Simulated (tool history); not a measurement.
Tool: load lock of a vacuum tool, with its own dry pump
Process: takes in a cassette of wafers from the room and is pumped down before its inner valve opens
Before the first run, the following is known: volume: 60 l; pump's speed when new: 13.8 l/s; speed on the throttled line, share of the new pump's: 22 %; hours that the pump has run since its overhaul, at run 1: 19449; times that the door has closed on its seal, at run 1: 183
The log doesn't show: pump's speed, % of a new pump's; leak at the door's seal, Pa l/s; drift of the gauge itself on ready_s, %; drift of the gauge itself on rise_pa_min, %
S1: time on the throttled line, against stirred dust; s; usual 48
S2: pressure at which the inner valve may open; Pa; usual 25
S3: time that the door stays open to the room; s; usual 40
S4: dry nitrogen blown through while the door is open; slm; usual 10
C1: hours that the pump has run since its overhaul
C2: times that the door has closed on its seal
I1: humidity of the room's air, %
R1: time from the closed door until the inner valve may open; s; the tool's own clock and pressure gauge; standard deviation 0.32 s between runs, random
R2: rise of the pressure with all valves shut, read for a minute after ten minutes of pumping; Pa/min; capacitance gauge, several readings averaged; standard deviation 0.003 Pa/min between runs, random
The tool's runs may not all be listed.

{"run": 1, "hour": 0.0, "S1": 48, "S2": 25, "S3": 40, "S4": 10, "C1": 19449, "C2": 183, "I1": 40.9, "R1": 73.6, "R2": 0.02}
{"run": 2, "hour": 193.0, "S1": 48, "S2": 25, "S3": 40, "S4": 10, "C1": 19642, "C2": 415, "I1": 42.6, "R1": 73.9, "R2": 0.016}
{"run": 3, "hour": 359.3, "S1": 48, "S2": 25, "S3": 40, "S4": 10, "C1": 19808, "C2": 615, "I1": 43.8, "R1": 73.1, "R2": 0.021}
{"run": 4, "hour": 502.1, "S1": 48, "S2": 25, "S3": 40, "S4": 10, "C1": 19951, "C2": 786, "I1": 44.8, "R1": 74.3, "R2": 0.016}
{"run": 5, "hour": 621.5, "S1": 48, "S2": 25, "S3": 40, "S4": 10, "C1": 20071, "C2": 930, "I1": 42.7, "R1": 74.6, "R2": 0.016}
{"run": 6, "hour": 705.1, "S1": 48, "S2": 25, "S3": 40, "S4": 10, "C1": 20154, "C2": 1030, "I1": 46.5, "R1": 74.1, "R2": 0.02}
{"run": 7, "hour": 800.4, "S1": 48, "S2": 25, "S3": 40, "S4": 10, "C1": 20250, "C2": 1144, "I1": 44.4, "R1": 73.9, "R2": 0.02}
{"run": 8, "hour": 969.5, "S1": 48, "S2": 25, "S3": 40, "S4": 10, "C1": 20419, "C2": 1347, "I1": 44.7, "R1": 74.3, "R2": 0.02}
{"run": 9, "hour": 1053.4, "S1": 48, "S2": 25, "S3": 40, "S4": 10, "C1": 20503, "C2": 1448, "I1": 46.1, "R1": 74.2, "R2": 0.021}
{"run": 10, "hour": 1170.0, "S1": 48, "S2": 26, "S3": 40, "S4": 10, "C1": 20619, "C2": 1588, "I1": 47.0, "R1": 73.3, "R2": 0.021}
{"run": 11, "hour": 1263.0, "S1": 48, "S2": 25, "S3": 40, "S4": 40, "C1": 20712, "C2": 1700, "I1": 47.4, "R1": 73.4, "R2": 0.014}
{"run": 12, "hour": 1443.6, "S1": 48, "S2": 36, "S3": 40, "S4": 10, "C1": 20893, "C2": 1917, "I1": 41.1, "R1": 72.2, "R2": 0.021}
{"run": 13, "hour": 1612.3, "S1": 91, "S2": 36, "S3": 40, "S4": 10, "C1": 21061, "C2": 2119, "I1": 44.0, "R1": 105.1, "R2": 0.017}
{"run": 14, "hour": 1770.8, "S1": 91, "S2": 36, "S3": 40, "S4": 10, "C1": 21220, "C2": 2309, "I1": 45.4, "R1": 105.4, "R2": 0.023}
{"run": 15, "hour": 1947.9, "S1": 91, "S2": 36, "S3": 40, "S4": 10, "C1": 21397, "C2": 2522, "I1": 44.8, "R1": 105.5, "R2": 0.024}
{"run": 16, "hour": 2078.5, "S1": 91, "S2": 36, "S3": 40, "S4": 10, "C1": 21528, "C2": 2679, "I1": 46.0, "R1": 105.9, "R2": 0.018}
{"run": 17, "hour": 2195.6, "S1": 48, "S2": 25, "S3": 40, "S4": 10, "C1": 21645, "C2": 2820, "I1": 44.0, "R1": 73.3, "R2": 0.016}
{"run": 18, "hour": 2294.0, "S1": 48, "S2": 25, "S3": 40, "S4": 10, "C1": 21743, "C2": 2938, "I1": 45.2, "R1": 74.0, "R2": 0.026}
{"run": 19, "hour": 2391.7, "S1": 48, "S2": 36, "S3": 138, "S4": 13, "C1": 21841, "C2": 3055, "I1": 43.5, "R1": 72.4, "R2": 0.032}
{"run": 20, "hour": 2479.5, "S1": 48, "S2": 36, "S3": 138, "S4": 13, "C1": 21929, "C2": 3160, "I1": 47.4, "R1": 72.4, "R2": 0.032}
{"run": 21, "hour": 2643.5, "S1": 34, "S2": 39, "S3": 138, "S4": 22, "C1": 22093, "C2": 3357, "I1": 46.7, "R1": 60.9, "R2": 0.02}
{"run": 22, "hour": 2796.5, "S1": 34, "S2": 39, "S3": 74, "S4": 5, "C1": 22246, "C2": 3541, "I1": 47.6, "R1": 61.3, "R2": 0.037}
{"run": 23, "hour": 2988.1, "S1": 34, "S2": 39, "S3": 74, "S4": 5, "C1": 22437, "C2": 3771, "I1": 42.1, "R1": 60.8, "R2": 0.032}
{"run": 24, "hour": 3094.2, "S1": 36, "S2": 24, "S3": 40, "S4": 10, "C1": 22543, "C2": 3898, "I1": 45.1, "R1": 64.5, "R2": 0.024}
{"run": 25, "hour": 3275.5, "S1": 36, "S2": 24, "S3": 40, "S4": 10, "C1": 22725, "C2": 4116, "I1": 43.4, "R1": 65.0, "R2": 0.019}
{"run": 26, "hour": 3418.0, "S1": 36, "S2": 24, "S3": 40, "S4": 10, "C1": 22867, "C2": 4287, "I1": 45.0, "R1": 64.6, "R2": 0.023}
{"run": 27, "hour": 3576.3, "S1": 48, "S2": 36, "S3": 137, "S4": 38, "C1": 23025, "C2": 4477, "I1": 42.4, "R1": 72.7, "R2": 0.013}
{"run": 28, "hour": 3686.9, "S1": 48, "S2": 40, "S3": 68, "S4": 10, "C1": 23136, "C2": 4610, "I1": 44.2, "R1": 72.4, "R2": 0.022}
{"run": 29, "hour": 3877.1, "S1": 72, "S2": 31, "S3": 186, "S4": 20, "C1": 23326, "C2": 4838, "I1": 45.6, "R1": 91.4, "R2": 0.024}
{"run": 30, "hour": 4069.9, "S1": 44, "S2": 31, "S3": 207, "S4": 16, "C1": 23519, "C2": 5070, "I1": 44.3, "R1": 69.9, "R2": 0.03}
{"hour": 4085.7, "done": "dry pump taken out, an overhauled one fitted"}
{"run": 31, "hour": 4165.6, "S1": 51, "S2": 39, "S3": 95, "S4": 12, "C1": 80, "C2": 5178, "I1": 45.2, "R1": 73.7, "R2": 0.03}
{"run": 32, "hour": 4293.0, "S1": 51, "S2": 39, "S3": 95, "S4": 12, "C1": 207, "C2": 5331, "I1": 43.2, "R1": 73.8, "R2": 0.025}
{"run": 33, "hour": 4454.1, "S1": 48, "S2": 20, "S3": 40, "S4": 10, "C1": 368, "C2": 5524, "I1": 48.0, "R1": 74.8, "R2": 0.019}
{"run": 34, "hour": 4615.4, "S1": 74, "S2": 34, "S3": 40, "S4": 8, "C1": 530, "C2": 5718, "I1": 45.0, "R1": 92.6, "R2": 0.027}
{"run": 35, "hour": 4740.9, "S1": 74, "S2": 34, "S3": 40, "S4": 8, "C1": 655, "C2": 5868, "I1": 48.8, "R1": 92.7, "R2": 0.023}

5 ways to go on from here, each from the tool as it stands after run 35. What would each give?
{"run": "A", "hour": 4920.5, "S1": 51, "S2": 25, "S3": 40, "S4": 16, "C1": 835, "C2": 6084, "I1": 47.6, "R1": "?", "R2": "?"}
{"run": "B", "hour": 4920.5, "S1": 74, "S2": 33, "S3": 226, "S4": 16, "C1": 835, "C2": 6084, "I1": 45.8, "R1": "?", "R2": "?"}
{"run": "C", "hour": 4920.5, "S1": 68, "S2": 25, "S3": 40, "S4": 9, "C1": 835, "C2": 6084, "I1": 46.0, "R1": "?", "R2": "?"}
{"run": "D", "hour": 4920.5, "S1": 74, "S2": 35, "S3": 40, "S4": 20, "C1": 835, "C2": 6084, "I1": 47.0, "R1": "?", "R2": "?"}
{"run": "E", "hour": 4920.5, "S1": 48, "S2": 24, "S3": 40, "S4": 10, "C1": 835, "C2": 6084, "I1": 43.3, "R1": "?", "R2": "?"}

run=A R1=75.8 R2=0.016
run=B R1=92.6 R2=0.035
run=C R1=89.5 R2=0.017
run=D R1=92.2 R2=0.017
run=E R1=74.1 R2=0.020
Without the tool's hidden state the same runs would have given:
run=A R1=75.8 R2=0.016
run=B R1=92.6 R2=0.035
run=C R1=89.5 R2=0.017
run=D R1=92.2 R2=0.017
run=E R1=74.1 R2=0.020
